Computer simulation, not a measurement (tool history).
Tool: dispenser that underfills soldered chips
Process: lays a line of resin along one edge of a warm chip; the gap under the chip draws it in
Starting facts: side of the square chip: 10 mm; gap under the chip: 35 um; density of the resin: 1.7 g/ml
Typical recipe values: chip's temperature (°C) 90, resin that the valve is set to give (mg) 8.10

run,hour,chip's temperature (°C),resin that the valve is set to give (mg),time until the resin shows at the far edge (s),resin that the valve gave (mg)
1,0.0,90,8.10,142.7,7.88
# hour 7.0: dispensing valve cleaned and set on the balance
2,7.1,90,8.10,164.5,8.09
# hour 10.2: new syringe of resin
3,16.5,90,10.28,159.3,10.22
# hour 20.6: new syringe of resin
4,22.1,90,8.10,145.5,8.05
5,27.5,90,8.10,164.5,8.03
# hour 31.1: new syringe of resin
6,34.7,90,8.10,155.6,8.01
# hour 41.2: new syringe of resin
7,42.2,90,7.89,144.0,7.79
8,46.9,90,7.89,164.8,7.77
# hour 51.6: new syringe of resin
9,55.5,90,7.89,160.8,7.77
# hour 62.0: new syringe of resin
10,64.3,90,7.89,149.8,7.74
11,70.9,90,7.12,191.0,7.00
# hour 72.4: new syringe of resin
12,80.2,96,8.10,135.1,7.92
# hour 82.5: new syringe of resin
13,88.8,96,7.17,133.7,6.99
# hour 92.9: new syringe of resin
14,98.2,79,9.13,267.4,8.90
# hour 103.1: new syringe of resin
15,105.2,79,9.13,238.8,8.85
16,111.8,92,8.94,157.7,8.68
# hour 113.5: new syringe of resin
# hour 121.2: dispensing valve cleaned and set on the balance
17,123.5,102,9.98,102.5,9.96

Below, each run's measurement less what the same run would have read without the hidden state. Both values contain the same run-to-run variation, but the gauge's scatter may not be the same in both:
Hidden conditions of the tool in this case: resin's viscosity, % of fresh resin's; dose that the valve gives, % of what is set; true chip temperature over the reading, C; drift of the gauge itself on fill_s, %; drift of the gauge itself on given_mg, %.
run,time until the resin shows at the far edge (s),resin that the valve gave (mg)
1,+10.2,-0.23
2,+35.4,-0.03
3,+32.3,-0.07
4,+12.3,-0.06
5,+35.0,-0.07
6,+21.6,-0.08
7,+11.3,-0.10
8,+31.6,-0.11
9,+25.3,-0.12
10,+17.3,-0.14
11,+51.1,-0.13
12,+33.4,-0.17
13,+27.9,-0.18
14,+53.7,-0.24
15,+25.2,-0.26
16,+40.3,-0.27
17,+27.2,-0.02

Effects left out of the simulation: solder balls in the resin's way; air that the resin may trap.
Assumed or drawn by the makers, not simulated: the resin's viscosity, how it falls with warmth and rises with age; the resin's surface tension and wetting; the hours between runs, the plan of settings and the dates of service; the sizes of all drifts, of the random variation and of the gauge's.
